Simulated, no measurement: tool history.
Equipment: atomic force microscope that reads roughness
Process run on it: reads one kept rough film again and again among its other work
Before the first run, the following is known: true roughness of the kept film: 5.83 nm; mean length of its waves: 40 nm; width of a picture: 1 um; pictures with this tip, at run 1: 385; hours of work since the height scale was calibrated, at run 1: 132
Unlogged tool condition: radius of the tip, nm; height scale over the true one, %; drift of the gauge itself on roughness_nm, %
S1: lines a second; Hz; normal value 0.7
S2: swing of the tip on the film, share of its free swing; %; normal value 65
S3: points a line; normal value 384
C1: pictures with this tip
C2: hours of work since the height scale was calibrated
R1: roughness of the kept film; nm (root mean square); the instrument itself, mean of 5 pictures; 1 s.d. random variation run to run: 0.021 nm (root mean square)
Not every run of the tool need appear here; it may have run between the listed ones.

run   hour     S1  S2   S3   C1   C2     R1
  1      0    0.7  65  384  385  132  4.492
      10.7  -- new tip fitted
  2   28.6    0.7  65  384   26  144  5.079
  3   58.4    0.7  65  384   69  156  4.973
  4   79.2    0.7  71  384  100  165   4.84
  5  110.7    0.7  65  384  145  179  4.803
  6  125.8    0.7  65  384  167  185  4.785
     128.8  -- height scale calibrated on a step standard
  7  152.6    0.7  65  384  205   10  4.692
  8  178.2    0.7  65  384  242   21  4.559
  9  196.2    0.7  65  275  268   29  4.516
     218.9  -- height scale calibrated on a step standard, once more
 10  220.8    0.7  65  856  303    1  4.533
 11  238.3    0.7  87  856  328    8  4.272
 12  275.8  2.756  72  384  383   24  3.939
       289  -- new tip fitted
 13  292.8  1.525  76  384    6   31  4.787
 14  329.6  1.525  70  258   59   47  4.771
 15  349.2    0.7  65  261   88   55  4.925
 16  378.6    0.7  87  261  130   68  4.596

How would selected steps in R1 from run to run divide? Give the signed amount a tool lacking its hidden state would still show from settings, what came in and random variation, and the signed amount left for the hidden state, including any gauge scatter that is not in both of the compared results.
Run 12 -> 13: S1 2.756 -> 1.525, S2 72 -> 76, new tip fitted. R1 +0.848 nm (root mean square): hidden state +0.676, all else +0.172.
